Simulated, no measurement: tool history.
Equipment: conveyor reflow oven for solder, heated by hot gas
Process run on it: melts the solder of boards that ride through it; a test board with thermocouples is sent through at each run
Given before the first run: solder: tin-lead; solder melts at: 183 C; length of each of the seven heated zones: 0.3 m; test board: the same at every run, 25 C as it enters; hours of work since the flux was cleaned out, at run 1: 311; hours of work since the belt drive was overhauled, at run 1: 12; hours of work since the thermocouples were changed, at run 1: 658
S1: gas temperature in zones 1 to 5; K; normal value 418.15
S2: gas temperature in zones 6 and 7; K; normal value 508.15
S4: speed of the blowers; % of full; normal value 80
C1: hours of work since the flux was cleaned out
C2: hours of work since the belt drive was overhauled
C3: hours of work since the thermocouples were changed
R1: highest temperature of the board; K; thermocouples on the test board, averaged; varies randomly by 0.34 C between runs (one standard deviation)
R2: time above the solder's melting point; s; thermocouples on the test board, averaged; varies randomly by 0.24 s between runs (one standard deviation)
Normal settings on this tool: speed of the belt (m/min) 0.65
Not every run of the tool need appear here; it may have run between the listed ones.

run 1 hour=0 | S1=418.15 S2=508.15 speed_of_the_belt_(m/min)=0.65 S4=80 | C1=311 C2=12 C3=658 | R1=491.05 R2=42.6
run 2 hour=7.4 | S1=418.15 S2=508.15 speed_of_the_belt_(m/min)=0.65 S4=80 | C1=316 C2=17 C3=663 | R1=491.05 R2=42.9
run 3 hour=13.5 | S1=418.15 S2=508.15 speed_of_the_belt_(m/min)=0.65 S4=80 | C1=321 C2=22 C3=668 | R1=491.45 R2=42.6
run 4 hour=20 | S1=418.15 S2=508.15 speed_of_the_belt_(m/min)=0.65 S4=80 | C1=326 C2=26 C3=672 | R1=489.85 R2=43.5
run 5 hour=27.1 | S1=418.15 S2=508.15 speed_of_the_belt_(m/min)=0.65 S4=80 | C1=331 C2=32 C3=677 | R1=490.65 R2=43.3
run 6 hour=40.2 | S1=418.15 S2=508.15 speed_of_the_belt_(m/min)=0.65 S4=80 | C1=340 C2=41 C3=687 | R1=490.25 R2=43.1
run 7 hour=52.5 | S1=418.15 S2=508.15 speed_of_the_belt_(m/min)=0.65 S4=80 | C1=349 C2=50 C3=696 | R1=489.85 R2=43.1
run 8 hour=64.1 | S1=418.15 S2=520.15 speed_of_the_belt_(m/min)=0.65 S4=80 | C1=358 C2=59 C3=705 | R1=500.55 R2=47.9
run 9 hour=72.2 | S1=418.15 S2=520.15 speed_of_the_belt_(m/min)=0.65 S4=80 | C1=364 C2=65 C3=710 | R1=500.45 R2=47.7
run 10 hour=80.6 | S1=418.15 S2=520.15 speed_of_the_belt_(m/min)=0.65 S4=80 | C1=370 C2=71 C3=717 | R1=501.05 R2=47.9
run 11 hour=87.8 | S1=418.15 S2=520.15 speed_of_the_belt_(m/min)=0.65 S4=80 | C1=375 C2=76 C3=722 | R1=500.35 R2=47.6
run 12 hour=96 | S1=418.15 S2=508.15 speed_of_the_belt_(m/min)=0.65 S4=60 | C1=381 C2=82 C3=728 | R1=485.15 R2=38.6
run 13 hour=107 | S1=418.15 S2=508.15 speed_of_the_belt_(m/min)=0.65 S4=80 | C1=389 C2=90 C3=736 | R1=489.65 R2=42.6
run 14 hour=120 | S1=418.15 S2=508.15 speed_of_the_belt_(m/min)=0.65 S4=80 | C1=399 C2=100 C3=745 | R1=490.15 R2=42.6
-- hour=136.3 flux residue cleaned out of gas plates and filters
run 15 hour=136.4 | S1=418.15 S2=508.15 speed_of_the_belt_(m/min)=0.636 S4=80 | C1=0 C2=108 C3=754 | R1=495.05 R2=46.8
run 16 hour=146.7 | S1=418.15 S2=508.15 speed_of_the_belt_(m/min)=0.636 S4=80 | C1=8 C2=115 C3=761 | R1=495.05 R2=46.6
run 17 hour=156.8 | S1=418.15 S2=521.15 speed_of_the_belt_(m/min)=0.524 S4=80 | C1=15 C2=123 C3=769 | R1=512.15 R2=64.9
run 18 hour=167.9 | S1=418.15 S2=521.15 speed_of_the_belt_(m/min)=0.524 S4=80 | C1=23 C2=131 C3=777 | R1=511.85 R2=65.2
run 19 hour=177.8 | S1=424.15 S2=503.15 speed_of_the_belt_(m/min)=0.65 S4=80 | C1=30 C2=138 C3=784 | R1=490.95 R2=45.6
run 20 hour=188.4 | S1=418.15 S2=501.15 speed_of_the_belt_(m/min)=0.65 S4=80 | C1=38 C2=146 C3=792 | R1=488.15 R2=42.5
run 21 hour=196.6 | S1=433.15 S2=507.15 speed_of_the_belt_(m/min)=0.65 S4=51 | C1=44 C2=152 C3=798 | R1=488.75 R2=46.5
run 22 hour=202.6 | S1=433.15 S2=521.15 speed_of_the_belt_(m/min)=0.65 S4=51 | C1=48 C2=156 C3=802 | R1=499.55 R2=52
run 23 hour=214.2 | S1=433.15 S2=521.15 speed_of_the_belt_(m/min)=0.65 S4=51 | C1=57 C2=165 C3=811 | R1=499.15 R2=51.9
run 24 hour=224.5 | S1=421.15 S2=504.15 speed_of_the_belt_(m/min)=0.65 S4=61 | C1=64 C2=172 C3=818 | R1=485.75 R2=41.1
run 25 hour=231.2 | S1=417.15 S2=508.15 speed_of_the_belt_(m/min)=0.698 S4=86 | C1=69 C2=177 C3=823 | R1=492.45 R2=41.2
run 26 hour=243.6 | S1=410.15 S2=510.15 speed_of_the_belt_(m/min)=0.549 S4=52 | C1=78 C2=186 C3=832 | R1=491.15 R2=49.3
run 27 hour=250.7 | S1=431.15 S2=516.15 speed_of_the_belt_(m/min)=0.713 S4=63 | C1=84 C2=191 C3=837 | R1=495.25 R2=45
run 28 hour=260.4 | S1=422.15 S2=513.15 speed_of_the_belt_(m/min)=0.622 S4=80 | C1=91 C2=198 C3=844 | R1=499.15 R2=51.8
run 29 hour=270.5 | S1=422.15 S2=513.15 speed_of_the_belt_(m/min)=0.622 S4=80 | C1=98 C2=206 C3=852 | R1=499.95 R2=51.2
run 30 hour=282.3 | S1=417.15 S2=508.15 speed_of_the_belt_(m/min)=0.605 S4=81 | C1=107 C2=214 C3=860 | R1=495.65 R2=49.7

Difference, measured minus no-hidden-state, one row per run. Run-to-run variation is common to both terms; the gauge's own scatter need not be:
What the log doesn't record here: heat that the gas passes to the board, % of a clean oven's; belt's true speed, % of the reading; true gas temperature in zones 6 and 7 over the reading, C; drift of the gauge itself on peak_c, C; drift of the gauge itself on liquid_s, %.
run=1 R1=-1.7 R2=-1.2
run=2 R1=-1.7 R2=-1.3
run=3 R1=-1.7 R2=-1.3
run=4 R1=-1.8 R2=-1.3
run=5 R1=-1.8 R2=-1.3
run=6 R1=-1.8 R2=-1.4
run=7 R1=-1.9 R2=-1.4
run=8 R1=-2.4 R2=-1
run=9 R1=-2.3 R2=-1
run=10 R1=-2.4 R2=-1
run=11 R1=-2.5 R2=-1
run=12 R1=-1.9 R2=-1.7
run=13 R1=-2.2 R2=-1.5
run=14 R1=-2.3 R2=-1.6
run=15 R1=+1.8 R2=+1.1
run=16 R1=+1.8 R2=+1
run=17 R1=+1.8 R2=+1
run=18 R1=+1.9 R2=+1
run=19 R1=+1.6 R2=+1
run=20 R1=+1.6 R2=+1.1
run=21 R1=+1.5 R2=+1.1
run=22 R1=+1.5 R2=+0.9
run=23 R1=+1.4 R2=+0.9
run=24 R1=+1.3 R2=+1
run=25 R1=+1.3 R2=+0.7
run=26 R1=+1.5 R2=+1.2
run=27 R1=+1.1 R2=+0.7
run=28 R1=+1.2 R2=+0.8
run=29 R1=+1.3 R2=+0.8
run=30 R1=+1.3 R2=+0.8
